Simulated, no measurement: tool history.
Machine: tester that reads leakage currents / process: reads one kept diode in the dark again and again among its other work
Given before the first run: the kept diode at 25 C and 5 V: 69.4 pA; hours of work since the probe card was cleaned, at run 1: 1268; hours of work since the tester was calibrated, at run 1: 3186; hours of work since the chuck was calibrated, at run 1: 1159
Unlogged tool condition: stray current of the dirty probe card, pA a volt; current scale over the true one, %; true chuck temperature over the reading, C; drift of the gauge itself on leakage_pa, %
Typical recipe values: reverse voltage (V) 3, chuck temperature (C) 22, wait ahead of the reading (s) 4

run      day  reverse voltage (V)  chuck temperature (C)  wait ahead of the reading (s)  hours of work since the probe card was cleaned  hours of work since the tester was calibrated  hours of work since the chuck was calibrated  current that the tester gives (pA)
  1        0                    3                     22                              4                                            1268                                           3186                                          1159                               43.95
       2.383  -- chuck's temperature calibrated
  2    5.617                    3                     24                              4                                            1358                                           3275                                            52                               59.56
  3    8.379                    3                     22                              4                                            1402                                           3320                                            96                               50.86
  4   12.196                    3                     22                              4                                            1463                                           3381                                           158                               51.14
  5   17.433                    3                     22                              4                                            1548                                           3465                                           242                                50.6
  6   22.629                    3                     36                              4                                            1631                                           3549                                           326                              139.39
  7   26.721                    3                     22                              4                                            1697                                           3615                                           392                               50.53
  8   29.704                    3                     35                              4                                            1745                                           3663                                           440                                 129
  9   33.721                    3                     35                              4                                            1810                                           3728                                           504                              127.41
      34.238  -- tester calibrated
 10   36.929                    3                     35                              4                                            1860                                             43                                           555                              126.62
 11     41.5                    3                     35                              4                                            1934                                            117                                           628                              125.65
       43.75  -- probe card cleaned and baked
 12   44.433                    3                     35                              4                                              11                                            162                                           673                              117.66
 13   48.571                    3                     22                              4                                              78                                            229                                           740                                41.8
 14    53.45                    3                     22                              4                                             156                                            307                                           819                               41.78
 15   58.258                    3                     22                              4                                             234                                            385                                           896                               41.34
      61.454  -- tester calibrated, once more
 16   62.721                 1.42                     22                              4                                             304                                             20                                           966                               33.08
 17   67.325                 1.42                     22                              4                                             378                                             94                                          1041                                  33
 18     71.5                 3.47                     39                            1.4                                             445                                            162                                          1108                              161.71
 19   75.062                 3.47                     39                            1.4                                             503                                            219                                          1165                              162.15
      77.096  -- chuck's temperature calibrated
 20   79.529                    3                     32                              4                                             573                                            290                                            39                              104.64
 21   81.762                 2.48                     54                              4                                             609                                            326                                            75                              471.77
 22   85.812                16.67                     52                           2.68                                             674                                            391                                           140                              748.67
 23   88.517                 2.95                     33                           1.41                                             718                                            434                                           184                               111.1
 24   92.821                13.27                     32                           1.41                                             787                                            503                                           253                              172.54
 25   95.671                 1.93                     56                           0.45                                             833                                            549                                           299                              483.81
 26   98.025                  1.1                     35                           0.89                                             871                                            587                                           337                               92.23
 27    102.6                 1.17                     29                            0.5                                             945                                            661                                           411                               59.55
 28  106.575                12.93                     29                           0.31                                            1008                                            725                                           474                              141.41
 29  110.817                 7.59                     22                           7.72                                            1077                                            793                                           543                               68.48
 30  113.529                18.99                     20                           0.76                                            1120                                            837                                           586                               94.62
 31  117.938                 6.32                     22                              4                                            1191                                            908                                           657                               63.19

Measured less the same run without the tool's hidden state. The same run-to-run variation is in both; the gauge's scatter may not be:
run  current that the tester gives (pA)
  1                               -2.64
  2                                +4.5
  3                               +4.44
  4                               +4.32
  5                               +4.08
  6                               -0.19
  7                               +3.75
  8                                -1.1
  9                               -1.93
 10                               -3.23
 11                               -4.04
 12                              -11.93
 13                                -4.7
 14                               -4.89
 15                               -5.03
 16                               -3.86
 17                               -4.04
 18                              -20.52
 19                              -21.73
 20                               +1.95
 21                               -1.25
 22                               +3.95
 23                               +0.37
 24                               +8.68
 25                              -14.64
 26                               -2.83
 27                               -1.84
 28                                +9.3
 29                               +6.25
 30                              +22.32
 31                               +4.73
